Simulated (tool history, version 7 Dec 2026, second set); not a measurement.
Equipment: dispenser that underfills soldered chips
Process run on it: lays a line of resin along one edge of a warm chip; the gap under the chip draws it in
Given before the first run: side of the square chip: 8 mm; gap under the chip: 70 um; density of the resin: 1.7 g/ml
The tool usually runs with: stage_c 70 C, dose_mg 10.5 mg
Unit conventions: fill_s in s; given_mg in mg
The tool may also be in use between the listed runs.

Run 1, day 0: usual settings. Result: fill_s 58 s, given_mg 10.23 mg.
At day 0.3: new syringe of resin.
Run 2, day 0.412: usual settings but dose_mg 10.6 mg. Result: fill_s 54.9 s, given_mg 10.35 mg.
At day 0.642: dispensing valve cleaned and set on the balance.
Run 3, day 0.729: usual settings but stage_c 59 C. Result: fill_s 129.6 s, given_mg 10.51 mg.
At day 0.808: new syringe of resin.
Run 4, day 1.125: usual settings. Result: fill_s 70.6 s, given_mg 10.37 mg.
At day 1.254: new syringe of resin.
Run 5, day 1.588: usual settings. Result: fill_s 72.5 s, given_mg 10.39 mg.
At day 1.704: new syringe of resin.
Run 6, day 1.842: usual settings but dose_mg 8.9 mg. Result: fill_s 58.2 s, given_mg 8.83 mg.
Run 7, day 2.058: usual settings but dose_mg 8.9 mg. Result: fill_s 78.2 s, given_mg 8.7 mg.
At day 2.146: new syringe of resin.
Run 8, day 2.283: usual settings but dose_mg 8.9 mg. Result: fill_s 60 s, given_mg 8.74 mg.
Run 9, day 2.567: usual settings but dose_mg 8.9 mg. Result: fill_s 87.7 s, given_mg 8.75 mg.
At day 2.6: new syringe of resin.
Run 10, day 2.888: usual settings but dose_mg 8.9 mg. Result: fill_s 73.2 s, given_mg 8.72 mg.
At day 3.042: new syringe of resin.
At day 3.121: dispensing valve cleaned and set on the balance.
Run 11, day 3.238: usual settings but stage_c 69 C. Result: fill_s 58.5 s, given_mg 10.48 mg.
Run 12, day 3.504: usual settings but stage_c 69 C. Result: fill_s 85.2 s, given_mg 10.34 mg.
At day 3.558: new syringe of resin.
Run 13, day 3.892: usual settings but stage_c 69 C. Result: fill_s 74.9 s, given_mg 10.35 mg.
At day 4.012: new syringe of resin.
Run 14, day 4.104: usual settings but stage_c 56 C. Result: fill_s 98.4 s, given_mg 10.38 mg.
At day 4.483: new syringe of resin.
Run 15, day 4.538: usual settings but dose_mg 11.6 mg. Result: fill_s 47 s, given_mg 11.29 mg.
At day 4.929: new syringe of resin.
Run 16, day 5.004: usual settings but dose_mg 11.9 mg. Result: fill_s 51.4 s, given_mg 11.55 mg.
At day 5.383: new syringe of resin.
Run 17, day 5.471: usual settings but stage_c 81 C. Result: fill_s 33.4 s, given_mg 10.11 mg.
At day 5.579: dispensing valve cleaned and set on the balance.
At day 5.642: stage's temperature calibrated.
At day 5.933: new syringe of resin.
Run 18, day 6: usual settings but stage_c 81 C. Result: fill_s 34.2 s, given_mg 10.39 mg.
Run 19, day 6.254: usual settings but stage_c 81 C. Result: fill_s 48.2 s, given_mg 10.43 mg.
At day 6.4: new syringe of resin.
Run 20, day 6.667: usual settings but stage_c 72 C, dose_mg 11.4 mg. Result: fill_s 64.6 s, given_mg 11.26 mg.
At day 6.842: new syringe of resin.
Run 21, day 7.112: usual settings but stage_c 60 C, dose_mg 13.6 mg. Result: fill_s 106.2 s, given_mg 13.35 mg.
At day 7.3: new syringe of resin.
Run 22, day 7.562: usual settings but dose_mg 12.9 mg. Result: fill_s 68.4 s, given_mg 12.51 mg.
At day 7.742: new syringe of resin.
Run 23, day 7.938: usual settings but dose_mg 12.9 mg. Result: fill_s 64.5 s, given_mg 12.54 mg.
At day 8.067: dispensing valve cleaned and set on the balance.
At day 8.233: new syringe of resin.
Run 24, day 8.404: usual settings but dose_mg 12.9 mg. Result: fill_s 59.4 s, given_mg 12.9 mg.
At day 8.679: new syringe of resin.
Run 25, day 8.817: usual settings but dose_mg 12.8 mg. Result: fill_s 57 s, given_mg 12.69 mg.
At day 9.121: new syringe of resin.
Run 26, day 9.125: usual settings but dose_mg 11.9 mg. Result: fill_s 48.5 s, given_mg 11.81 mg.
Run 27, day 9.375: usual settings but stage_c 82 C, dose_mg 9.8 mg. Result: fill_s 42.3 s, given_mg 9.62 mg.
At day 9.579: new syringe of resin.
Run 28, day 9.712: usual settings but stage_c 82 C, dose_mg 9.8 mg. Result: fill_s 36.2 s, given_mg 9.51 mg.
At day 10.05: new syringe of resin.
Run 29, day 10.083: usual settings but stage_c 78 C. Result: fill_s 35.5 s, given_mg 10.24 mg.
Run 30, day 10.425: usual settings but stage_c 65 C, dose_mg 9 mg. Result: fill_s 105.2 s, given_mg 8.79 mg.
At day 10.508: new syringe of resin.
At day 10.55: dispensing valve cleaned and set on the balance.
Run 31, day 10.758: usual settings but stage_c 65 C, dose_mg 9 mg. Result: fill_s 83.8 s, given_mg 9 mg.
At day 10.992: new syringe of resin.
Run 32, day 11.033: usual settings but stage_c 65 C, dose_mg 9 mg. Result: fill_s 67.5 s, given_mg 9.01 mg.
At day 11.438: new syringe of resin.
Run 33, day 11.438: usual settings but stage_c 81 C, dose_mg 13.2 mg. Result: fill_s 29.4 s, given_mg 13.1 mg.
Run 34, day 11.792: usual settings but stage_c 74 C, dose_mg 9.8 mg. Result: fill_s 65.6 s, given_mg 9.56 mg.
At day 11.883: new syringe of resin.
Run 35, day 12.142: usual settings but stage_c 74 C, dose_mg 9.8 mg. Result: fill_s 56.9 s, given_mg 9.58 mg.

Each row is a separate what-if for the run after 35, all from the same tool condition, not one after another. Results?
At day 12.342: new syringe of resin.
Run A, day 12.604: usual settings but dose_mg 9.3 mg. Result: fill_s ?, given_mg ?.
At day 12.342: new syringe of resin.
Run B, day 12.604: usual settings but stage_c 58 C, dose_mg 8.9 mg. Result: fill_s ?, given_mg ?.
At day 12.342: new syringe of resin.
Run C, day 12.604: usual settings but stage_c 56 C, dose_mg 8.9 mg. Result: fill_s ?, given_mg ?.
At day 12.342: new syringe of resin.
Run D, day 12.604: usual settings but stage_c 83 C, dose_mg 9.3 mg. Result: fill_s ?, given_mg ?.

run  fill_s  given_mg
  A    70.4      9.04
  B   125.7      8.75
  C   135.6      8.68
  D    41.9      9.09
Take away the tool's hidden state, keep each run's random variation, and the runs would have read:
run  fill_s  given_mg
  A    50.4      9.27
  B    90.3      8.98
  C    97.2       8.9
  D      30      9.33
